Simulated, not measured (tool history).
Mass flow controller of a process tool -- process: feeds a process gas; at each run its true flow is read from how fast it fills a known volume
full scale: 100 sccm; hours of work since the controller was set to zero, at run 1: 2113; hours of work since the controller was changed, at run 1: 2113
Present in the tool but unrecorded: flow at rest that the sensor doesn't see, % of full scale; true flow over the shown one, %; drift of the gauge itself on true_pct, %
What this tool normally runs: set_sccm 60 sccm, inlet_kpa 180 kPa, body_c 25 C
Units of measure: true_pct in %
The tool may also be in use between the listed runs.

| run | hour | set_sccm | inlet_kpa | body_c | hours of work since the controller was set to zero | hours of work since the controller was changed | true_pct |
|---|---|---|---|---|---|---|---|
| 1 | 0.0 | 60 | 180 | 25 | 2113 | 2113 | 100.13 |
| 2 | 262.8 | 60 | 180 | 25 | 2213 | 2213 | 100.16 |
| 3 | 683.2 | 60 | 180 | 25 | 2374 | 2374 | 100.31 |
| 4 | 892.7 | 60 | 180 | 25 | 2454 | 2454 | 100.38 |
| 5 | 1294.6 | 60 | 180 | 25 | 2607 | 2607 | 100.36 |
| 6 | 1563.3 | 60 | 180 | 25 | 2709 | 2709 | 100.37 |
| 7 | 1738.8 | 60 | 180 | 25 | 2776 | 2776 | 100.36 |
| 8 | 2062.4 | 60 | 180 | 25 | 2900 | 2900 | 100.47 |
| 9 | 2483.4 | 60 | 180 | 29 | 3060 | 3060 | 100.96 |
| 10 | 2657.4 | 60 | 180 | 21 | 3127 | 3127 | 100.16 |
| 11 | 3005.3 | 60 | 180 | 21 | 3259 | 3259 | 100.01 |
| 12 | 3272.8 | 60 | 180 | 25 | 3361 | 3361 | 100.55 |
| 13 | 3687.3 | 60 | 180 | 25 | 3520 | 3520 | 100.62 |
| 14 | 3925.7 | 15 | 271 | 25 | 3610 | 3610 | 102.30 |
| 15 | 4240.3 | 15 | 146 | 25 | 3730 | 3730 | 101.82 |
| 16 | 4617.4 | 49 | 159 | 39 | 3874 | 3874 | 102.12 |
| 17 | 4858.8 | 49 | 159 | 39 | 3966 | 3966 | 102.28 |
| 18 | 5112.6 | 22 | 144 | 25 | 4063 | 4063 | 101.47 |
| 19 | 5286.4 | 22 | 144 | 25 | 4129 | 4129 | 101.45 |
| 20 | 5482.1 | 60 | 180 | 31 | 4204 | 4204 | 101.54 |
| 21 | 5775.6 | 13 | 249 | 32 | 4316 | 4316 | 103.84 |
| 22 | 6036.1 | 18 | 267 | 20 | 4415 | 4415 | 101.87 |
| 23 | 6462.6 | 18 | 267 | 20 | 4578 | 4578 | 102.00 |
| 24 | 6685.2 | 33 | 149 | 36 | 4663 | 4663 | 102.44 |
| 25 | 6860.9 | 33 | 149 | 36 | 4730 | 4730 | 102.42 |

Table of differences, measured result less the result of that run with no hidden state. Run-to-run variation is the same in both. Gauge scatter possibly is not:
| run | true_pct |
|---|---|
| 1 | +0.57 |
| 2 | +0.60 |
| 3 | +0.66 |
| 4 | +0.69 |
| 5 | +0.74 |
| 6 | +0.77 |
| 7 | +0.81 |
| 8 | +0.85 |
| 9 | +0.91 |
| 10 | +0.92 |
| 11 | +0.97 |
| 12 | +1.01 |
| 13 | +1.06 |
| 14 | +2.75 |
| 15 | +2.85 |
| 16 | +1.32 |
| 17 | +1.35 |
| 18 | +2.33 |
| 19 | +2.36 |
| 20 | +1.30 |
| 21 | +3.72 |
| 22 | +2.95 |
| 23 | +3.06 |
| 24 | +2.04 |
| 25 | +2.07 |

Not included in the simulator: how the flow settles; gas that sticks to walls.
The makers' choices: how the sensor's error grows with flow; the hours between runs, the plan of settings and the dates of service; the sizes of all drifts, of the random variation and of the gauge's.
